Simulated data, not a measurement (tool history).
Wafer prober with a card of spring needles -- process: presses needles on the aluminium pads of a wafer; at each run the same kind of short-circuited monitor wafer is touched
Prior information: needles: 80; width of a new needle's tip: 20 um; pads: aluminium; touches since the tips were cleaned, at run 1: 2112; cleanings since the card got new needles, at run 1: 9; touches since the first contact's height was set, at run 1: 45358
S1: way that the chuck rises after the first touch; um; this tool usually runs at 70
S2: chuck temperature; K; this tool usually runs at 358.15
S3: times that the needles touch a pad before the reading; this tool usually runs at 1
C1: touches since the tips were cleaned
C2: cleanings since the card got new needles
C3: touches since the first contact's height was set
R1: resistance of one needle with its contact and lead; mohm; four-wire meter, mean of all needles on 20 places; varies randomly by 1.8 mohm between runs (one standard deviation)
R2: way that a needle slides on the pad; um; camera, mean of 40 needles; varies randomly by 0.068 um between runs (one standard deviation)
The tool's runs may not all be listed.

| run | day | S1 | S2 | S3 | C1 | C2 | C3 | R1 | R2 |
|---|---|---|---|---|---|---|---|---|---|
| 1 | 0.000 | 70 | 358.15 | 1 | 2112 | 9 | 45358 | 405 | 12.62 |
|  | 0.242 | tips cleaned on abrasive film |
| 2 | 0.458 | 70 | 358.15 | 1 | 2219 | 10 | 49974 | 393 | 12.62 |
|  | 0.700 | tips cleaned on abrasive film |
| 3 | 0.704 | 70 | 358.15 | 1 | 45 | 11 | 52427 | 216 | 12.64 |
| 4 | 0.962 | 70 | 358.15 | 1 | 2673 | 11 | 55055 | 430 | 12.71 |
|  | 1.142 | tips cleaned on abrasive film |
| 5 | 1.338 | 70 | 358.15 | 1 | 1978 | 12 | 58792 | 387 | 12.71 |
|  | 1.617 | tips cleaned on abrasive film |
| 6 | 1.775 | 90 | 358.15 | 1 | 1595 | 13 | 63177 | 284 | 16.17 |
| 7 | 2.021 | 90 | 358.15 | 1 | 4115 | 13 | 65697 | 371 | 16.19 |
|  | 2.075 | tips cleaned on abrasive film |
| 8 | 2.479 | 70 | 329.15 | 1 | 4088 | 14 | 70300 | 497 | 12.62 |
|  | 2.550 | tips cleaned on abrasive film |
| 9 | 2.979 | 70 | 329.15 | 2 | 4361 | 15 | 75320 | 370 | 12.52 |
|  | 3.021 | tips cleaned on abrasive film |
| 10 | 3.454 | 70 | 358.15 | 1 | 4372 | 16 | 80089 | 508 | 12.49 |
|  | 3.488 | tips cleaned on abrasive film |
| 11 | 3.721 | 70 | 358.15 | 1 | 2367 | 17 | 82757 | 408 | 12.50 |
|  | 3.954 | tips cleaned on abrasive film |
| 12 | 3.954 | 70 | 358.15 | 1 | 0 | 18 | 85087 | 215 | 12.44 |

Run 13 has not been measured yet. What should we expect?
|  | 4.400 | tips cleaned on abrasive film |
| 13 | 4.412 | 82 | 327.15 | 3 | 168 | 19 | 89720 | ? | ? |

R1: 185 mohm
R2: 14.85 um
Minus the tool's unlogged condition, the same run would have read R1 169 mohm, R2 15.24 um.
